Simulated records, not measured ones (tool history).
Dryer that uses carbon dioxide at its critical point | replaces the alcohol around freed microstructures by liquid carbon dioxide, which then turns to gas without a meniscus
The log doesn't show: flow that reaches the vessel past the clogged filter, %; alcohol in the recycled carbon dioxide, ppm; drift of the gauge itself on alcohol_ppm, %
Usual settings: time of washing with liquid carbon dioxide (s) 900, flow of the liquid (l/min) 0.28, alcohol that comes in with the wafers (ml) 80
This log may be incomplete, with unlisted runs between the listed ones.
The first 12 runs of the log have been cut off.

run     day  time of washing with liquid carbon dioxide (s)  flow of the liquid (l/min)  alcohol that comes in with the wafers (ml)  hours of work since the filter was changed  hours of work since the purifier's bed was changed  alcohol left in the vessel before it's heated (ppm by volume)
 13   4.517                                            1080                        0.28                                          35                                         275                                                 450                                                             39
 14   4.938                                             900                        0.28                                          66                                         283                                                 458                                                            140
 15   5.367                                             900                        0.28                                          66                                         291                                                 466                                                            130
 16   5.846                                             900                       0.214                                          80                                         300                                                 475                                                            708
 17   6.129                                             900                        0.28                                          53                                         305                                                 481                                                            111
 18   6.479                                             900                        0.28                                          53                                         312                                                 487                                                            107
 19   6.912                                             900                        0.28                                          53                                         320                                                 496                                                            113
 20   7.275                                             900                       0.301                                          88                                         327                                                 502                                                            120
 21   7.796                                             900                       0.286                                          88                                         337                                                 512                                                            164
 22   8.225                                             900                       0.291                                          80                                         345                                                 521                                                            134
 23   8.712                                            1440                        0.46                                          80                                         355                                                 530                                                             19
 24   9.238                                             720                       0.361                                          85                                         365                                                 540                                                            151
 25   9.608                                             720                       0.361                                          85                                         372                                                 547                                                            161
 26   9.888                                             900                        0.28                                          42                                         377                                                 552                                                             99
 27  10.188                                             600                        0.28                                         119                                         383                                                 558                                                           2222
 28  10.558                                             780                       0.178                                          50                                         390                                                 565                                                           2031
 29  10.975                                             540                       0.196                                          98                                         398                                                 573                                                          10098
 30  11.238                                            1200                       0.196                                          57                                         403                                                 578                                                            193
 31  11.638                                            1200                       0.196                                          57                                         410                                                 586                                                            200
 32  11.904                                            1140                        0.25                                          48                                         415                                                 591                                                             70
 33  12.329                                             900                       0.199                                          80                                         423                                                 599                                                           1129
 34  12.846                                             900                       0.199                                          80                                         433                                                 609                                                           1143
 35  13.258                                             960                       0.309                                          88                                         441                                                 616                                                             81
 36  13.642                                             960                       0.309                                          88                                         448                                                 624                                                             86
 37    14.1                                             960                       0.309                                          88                                         457                                                 632                                                             95

Forecast each of these 3 alternatives for the next run:
  A  14.454                                             900                        0.28                                          68                                         464                                                 639                                                              ?
  B  14.454                                            1260                       0.276                                          88                                         464                                                 639                                                              ?
  C  14.454                                             960                       0.457                                         115                                         464                                                 639                                                              ?

run  alcohol left in the vessel before it's heated (ppm by volume)
  A                                                            171
  B                                                             45
  C                                                             44
With the hidden condition removed and each run's random variation left untouched, the same runs would have given:
run  alcohol left in the vessel before it's heated (ppm by volume)
  A                                                             85
  B                                                              8
  C                                                             13
